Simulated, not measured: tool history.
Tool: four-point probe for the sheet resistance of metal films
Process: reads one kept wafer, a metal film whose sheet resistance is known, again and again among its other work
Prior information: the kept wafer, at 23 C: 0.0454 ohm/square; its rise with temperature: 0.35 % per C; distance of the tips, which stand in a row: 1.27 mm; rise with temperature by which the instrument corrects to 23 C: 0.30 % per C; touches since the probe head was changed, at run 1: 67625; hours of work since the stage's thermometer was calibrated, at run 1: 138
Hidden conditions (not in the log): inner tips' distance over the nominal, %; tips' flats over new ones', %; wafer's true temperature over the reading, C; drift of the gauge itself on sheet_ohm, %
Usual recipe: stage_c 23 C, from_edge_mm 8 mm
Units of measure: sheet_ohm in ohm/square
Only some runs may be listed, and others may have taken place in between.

run   hour  stage_c  from_edge_mm  touches since the probe head was changed  hours of work since the stage's thermometer was calibrated  sheet_ohm
  1    0.0       23             8                                     67625                                                         138   0.046220
  2    8.7       30             8                                     67887                                                         141   0.046366
  3   21.1       30             8                                     68259                                                         147   0.046378
  4   32.7       23             8                                     68608                                                         151   0.046224
  5   41.7       21             8                                     68880                                                         155   0.046181
  6   50.4       21             8                                     69144                                                         159   0.046183
  7   58.0       21             8                                     69373                                                         162   0.046161
  8   66.2       23             8                                     69618                                                         165   0.046231
  9   82.6       31             8                                     70113                                                         172   0.046410
 10   99.7       31             8                                     70629                                                         179   0.046409
 11  109.5       31             8                                     70923                                                         183   0.046415
 12  122.9       23             8                                     71326                                                         189   0.046231
 13  135.0       23             8                                     71691                                                         194   0.046236
 14  147.6       23             8                                     72068                                                         199   0.046232
 15  163.2       23             8                                     72540                                                         206   0.046243
 16  177.1       25            35                                     72959                                                         211   0.045694
 17  187.2       19            59                                     73262                                                         216   0.045545
 18  197.4       27            15                                     73570                                                         220   0.045892
 19  207.6       22             4                                     73877                                                         224   0.047955
 20  218.0       29             3                                     74191                                                         228   0.049768
     219.7  -- stage's thermometer calibrated
 21  228.2       29             3                                     74481                                                           4   0.049736
 22  237.5       35            31                                     74763                                                           7   0.045935
 23  250.1       35            31                                     75140                                                          13   0.045922
 24  261.9       21            12                                     75496                                                          18   0.045855
 25  277.5       21            12                                     75967                                                          24   0.045882
 26  286.6       21            12                                     76241                                                          28   0.045867
 27  302.8       21            12                                     76728                                                          34   0.045876
 28  310.9       21            12                                     76971                                                          38   0.045875
     312.7  -- stage's thermometer calibrated, once more
 29  323.8       23            37                                     77347                                                           5   0.045707
 30  339.2       23            37                                     77809                                                          11   0.045715

Results per run with the tool's hidden condition removed, run-to-run variation unchanged:
run  sheet_ohm
  1   0.046012
  2   0.046156
  3   0.046166
  4   0.046011
  5   0.045967
  6   0.045968
  7   0.045945
  8   0.046014
  9   0.046189
 10   0.046185
 11   0.046190
 12   0.046005
 13   0.046009
 14   0.046003
 15   0.046011
 16   0.045462
 17   0.045313
 18   0.045656
 19   0.047708
 20   0.049510
 21   0.049485
 22   0.045699
 23   0.045685
 24   0.045618
 25   0.045642
 26   0.045627
 27   0.045633
 28   0.045631
 29   0.045433
 30   0.045439
